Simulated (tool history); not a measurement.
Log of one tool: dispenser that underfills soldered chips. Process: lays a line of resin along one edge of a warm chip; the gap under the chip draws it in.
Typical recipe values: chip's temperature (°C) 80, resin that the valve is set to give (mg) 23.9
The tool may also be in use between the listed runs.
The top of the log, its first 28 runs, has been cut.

| run | hour | chip's temperature (°C) | resin that the valve is set to give (mg) | time until the resin shows at the far edge (s) | resin that the valve gave (mg) |
|---|---|---|---|---|---|
|  | 145.1 | new syringe of resin |
| 29 | 150.0 | 70 | 23.1 | 164.8 | 23.01 |
| 30 | 157.1 | 70 | 23.1 | 186.6 | 22.92 |
| 31 | 162.3 | 70 | 23.1 | 205.2 | 22.98 |
|  | 164.4 | new syringe of resin |
| 32 | 167.8 | 71 | 28.7 | 150.8 | 28.37 |
| 33 | 172.9 | 90 | 29.4 | 93.6 | 28.95 |
| 34 | 177.3 | 90 | 29.4 | 102.4 | 29.02 |
| 35 | 182.5 | 90 | 29.4 | 113.5 | 28.90 |
|  | 183.6 | new syringe of resin |
| 36 | 186.6 | 90 | 29.4 | 85.2 | 28.89 |
| 37 | 193.0 | 75 | 26.8 | 146.4 | 26.21 |

Alternative continuations, all from the tool just after run 37; predict every row:
| A | 199.6 | 91 | 21.3 | ? | ? |
| B | 199.6 | 89 | 25.3 | ? | ? |
| C | 199.6 | 87 | 21.3 | ? | ? |

| run | time until the resin shows at the far edge (s) | resin that the valve gave (mg) |
|---|---|---|
| A | 109.3 | 20.88 |
| B | 115.1 | 24.57 |
| C | 122.4 | 20.77 |
With the hidden condition removed and each run's random variation left untouched, the same runs would have given:
| run | time until the resin shows at the far edge (s) | resin that the valve gave (mg) |
|---|---|---|
| A | 76.3 | 21.40 |
| B | 80.9 | 25.19 |
| C | 85.7 | 21.29 |
